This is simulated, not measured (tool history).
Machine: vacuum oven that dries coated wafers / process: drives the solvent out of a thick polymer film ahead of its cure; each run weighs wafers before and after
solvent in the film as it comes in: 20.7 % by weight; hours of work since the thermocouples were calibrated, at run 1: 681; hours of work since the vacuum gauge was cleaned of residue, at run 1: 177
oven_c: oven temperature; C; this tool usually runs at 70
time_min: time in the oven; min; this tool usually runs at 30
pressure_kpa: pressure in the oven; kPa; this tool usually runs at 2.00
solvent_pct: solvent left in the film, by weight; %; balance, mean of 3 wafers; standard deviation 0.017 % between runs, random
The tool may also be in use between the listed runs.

run	hour	oven_c	time_min	pressure_kpa	hours of work since the thermocouples were calibrated	hours of work since the vacuum gauge was cleaned of residue	solvent_pct
1	0.0	70	30	2.00	681	177	1.59
2	18.4	70	30	2.00	690	186	1.55
3	27.5	70	30	2.00	694	191	1.57
4	45.4	70	30	2.00	703	199	1.58
5	63.1	70	21	2.00	711	208	2.77
6	75.8	70	41	2.00	717	214	1.02
# hour 78.6: vacuum gauge cleaned of residue and calibrated
7	93.4	70	41	2.00	725	7	1.02
8	109.5	70	30	2.00	733	15	1.58
9	120.0	70	30	2.00	738	20	1.57
# hour 131.8: vacuum gauge cleaned of residue and calibrated, once more
10	131.8	74	24	2.00	743	0	1.35
11	142.8	66	21	2.00	748	5	4.05
12	152.0	70	48	2.00	752	10	0.82
13	170.5	60	31	3.16	761	19	4.84
14	187.2	62	37	1.74	769	27	2.68
15	197.8	62	37	1.74	774	32	2.66
16	210.3	70	44	4.77	781	38	1.80
17	220.9	70	44	4.77	786	43	1.80

5 options for the next run, each taken on its own from the tool as it stands now. Forecast them:
A	236.8	56	30	1.68	793	51	?
B	236.8	72	30	1.95	793	51	?
C	236.8	69	30	1.84	793	51	?
D	236.8	83	31	3.33	793	51	?
E	236.8	61	50	1.76	793	51	?

run	solvent_pct
A	6.01
B	1.14
C	1.64
D	0.70
E	1.91
Without the tool's unlogged condition, the same runs would have read:
run	solvent_pct
A	6.79
B	1.42
C	2.03
D	0.76
E	2.34
